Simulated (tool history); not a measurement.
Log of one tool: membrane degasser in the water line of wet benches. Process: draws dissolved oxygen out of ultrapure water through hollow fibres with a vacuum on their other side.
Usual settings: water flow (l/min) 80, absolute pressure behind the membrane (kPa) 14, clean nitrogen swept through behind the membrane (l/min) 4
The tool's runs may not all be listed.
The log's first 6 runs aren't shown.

run      day  water flow (l/min)  absolute pressure behind the membrane (kPa)  clean nitrogen swept through behind the membrane (l/min)  dissolved oxygen in the water behind the degasser (ppb)  pressure that the water loses in the fibres (kPa)
  7   25.625                  80                                          8.8                                                         4                                                    248.5                                              59.46
  8   29.312                  80                                          8.8                                                         4                                                    249.1                                               59.7
  9   34.138                  80                                          8.8                                                         4                                                    247.1                                              59.56
 10   37.262                  80                                          9.1                                                         4                                                      262                                              59.28
 11   41.329                  80                                          9.1                                                         4                                                    262.1                                              59.18
 12   45.692                  80                                          9.1                                                         4                                                    263.1                                              59.21
 13   48.879                  64                                          9.1                                                         4                                                    212.6                                              47.13
 14   53.229                  64                                          9.1                                                         4                                                    214.1                                              47.55
 15   56.112                  64                                          9.1                                                         4                                                    213.9                                              47.41
 16   61.304                  64                                          9.1                                                         4                                                    215.1                                              47.69
 17   66.329                  64                                          9.1                                                         4                                                    214.8                                               47.6
 18   69.075                  80                                           14                                                      4.47                                                    420.5                                              59.47
 19   73.375                  80                                         21.8                                                         4                                                    770.6                                              59.74
 20   75.596                  80                                           14                                                      7.88                                                    257.8                                               59.6
      75.925  -- vacuum gauge calibrated
 21     79.9                  65                                           26                                                      9.41                                                    369.2                                              48.49
 22   82.883                  65                                           26                                                      9.41                                                      366                                              48.61
 23   87.538                  80                                         21.5                                                         4                                                    760.2                                              59.87
 24   91.883                  83                                           14                                                      3.78                                                    506.8                                              62.27
 25   94.538                  83                                         17.7                                                      2.49                                                    921.1                                               61.8
 26   98.758                  67                                         12.6                                                         4                                                    352.7                                              50.25
     102.396  -- vacuum gauge calibrated, once more
 27  103.642                  67                                         12.6                                                         4                                                    345.7                                              49.83
 28  106.096                  67                                         12.6                                                         4                                                    346.6                                              50.38
 29  108.612                  53                                         21.2                                                         3                                                      666                                              39.23
 30  111.658                  53                                         21.2                                                         3                                                    666.2                                              39.57
 31    114.6                  53                                         21.2                                                         3                                                    672.1                                              39.66

Forecast each of these 4 alternatives for the next run:
  A  117.896                 125                                         21.2                                                         3                                                        ?                                                  ?
  B  117.896                  89                                         31.4                                                         3                                                        ?                                                  ?
  C  117.896                  57                                         20.4                                                      3.13                                                        ?                                                  ?
  D  117.896                  57                                           14                                                      6.49                                                        ?                                                  ?

run  dissolved oxygen in the water behind the degasser (ppb)  pressure that the water loses in the fibres (kPa)
  A                                                   1331.6                                              93.68
  B                                                   1497.9                                              66.99
  C                                                      655                                              42.63
  D                                                    221.9                                              42.73
Without the tool's hidden state the same runs would have given:
run  dissolved oxygen in the water behind the degasser (ppb)  pressure that the water loses in the fibres (kPa)
  A                                                   1325.6                                              90.98
  B                                                   1494.7                                              65.06
  C                                                    652.9                                               41.4
  D                                                    220.8                                               41.5
